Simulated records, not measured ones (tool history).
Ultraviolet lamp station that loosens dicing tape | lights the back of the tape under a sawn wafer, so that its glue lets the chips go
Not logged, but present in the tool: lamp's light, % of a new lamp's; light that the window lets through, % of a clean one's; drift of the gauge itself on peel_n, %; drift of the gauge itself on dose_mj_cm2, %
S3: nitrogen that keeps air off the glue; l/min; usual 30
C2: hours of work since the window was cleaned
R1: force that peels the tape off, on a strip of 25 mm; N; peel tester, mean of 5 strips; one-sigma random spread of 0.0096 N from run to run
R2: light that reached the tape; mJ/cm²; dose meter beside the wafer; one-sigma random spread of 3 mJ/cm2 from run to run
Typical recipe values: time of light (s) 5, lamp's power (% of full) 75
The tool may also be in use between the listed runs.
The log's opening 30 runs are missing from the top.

Run 31, hour 389.8: usual settings but time of light (s) 7, S3 16 l/min; hours of work of the lamp 552; C2 328. Result: R1 0.351 N, R2 629 mJ/cm².
Run 32, hour 401.8: usual settings but time of light (s) 7, S3 16 l/min; hours of work of the lamp 560; C2 335. Result: R1 0.349 N, R2 637 mJ/cm².
Run 33, hour 421.7: usual settings but time of light (s) 4, lamp's power (% of full) 92, S3 12 l/min; hours of work of the lamp 572; C2 347. Result: R1 0.799 N, R2 439 mJ/cm².
Run 34, hour 441.5: usual settings but S3 34 l/min; hours of work of the lamp 583; C2 359. Result: R1 0.381 N, R2 451 mJ/cm².
Run 35, hour 461.5: usual settings but lamp's power (% of full) 90, S3 56 l/min; hours of work of the lamp 595; C2 371. Result: R1 0.215 N, R2 541 mJ/cm².
Run 36, hour 478.4: usual settings but time of light (s) 7, lamp's power (% of full) 61, S3 14 l/min; hours of work of the lamp 606; C2 381. Result: R1 0.584 N, R2 516 mJ/cm².
Run 37, hour 489.5: usual settings but time of light (s) 2, lamp's power (% of full) 95, S3 14 l/min; hours of work of the lamp 612; C2 387. Result: R1 1.829 N, R2 232 mJ/cm².
Run 38, hour 504.5: usual settings but time of light (s) 7, S3 15 l/min; hours of work of the lamp 621; C2 396. Result: R1 0.371 N, R2 631 mJ/cm².
Run 39, hour 523.2: usual settings but time of light (s) 7, S3 15 l/min; hours of work of the lamp 632; C2 408. Result: R1 0.378 N, R2 632 mJ/cm².
Run 40, hour 536.4: usual settings but time of light (s) 7, S3 15 l/min; hours of work of the lamp 640; C2 416. Result: R1 0.38 N, R2 634 mJ/cm².
Run 41, hour 551.4: usual settings but lamp's power (% of full) 85; hours of work of the lamp 649; C2 425. Result: R1 0.334 N, R2 510 mJ/cm².
Run 42, hour 562.1: usual settings but time of light (s) 9, lamp's power (% of full) 85, S3 35 l/min; hours of work of the lamp 656; C2 431. Result: R1 0.159 N, R2 917 mJ/cm².
Run 43, hour 582: usual settings but time of light (s) 3, lamp's power (% of full) 91; hours of work of the lamp 668; C2 443. Result: R1 0.749 N, R2 334 mJ/cm².
Run 44, hour 593.3: usual settings but lamp's power (% of full) 80, S3 55 l/min; hours of work of the lamp 674; C2 450. Result: R1 0.243 N, R2 482 mJ/cm².

3 options for the next run, each taken on its own from the tool as it stands now. Forecast them:
Run A, hour 602.4: usual settings but lamp's power (% of full) 63, S3 37 l/min; hours of work of the lamp 680; C2 455. Result: R1 ?, R2 ?.
Run B, hour 602.4: usual settings but time of light (s) 3, lamp's power (% of full) 99; hours of work of the lamp 680; C2 455. Result: R1 ?, R2 ?.
Run C, hour 602.4: usual settings but time of light (s) 4, lamp's power (% of full) 80, S3 55 l/min; hours of work of the lamp 680; C2 455. Result: R1 ?, R2 ?.

run     R1   R2
  A  0.486  378
  B  0.633  362
  C  0.372  391
The same runs, with their run-to-run variation unchanged, on a tool lacking any hidden condition would have given:
run     R1   R2
  A  0.484  378
  B  0.631  362
  C   0.37  392

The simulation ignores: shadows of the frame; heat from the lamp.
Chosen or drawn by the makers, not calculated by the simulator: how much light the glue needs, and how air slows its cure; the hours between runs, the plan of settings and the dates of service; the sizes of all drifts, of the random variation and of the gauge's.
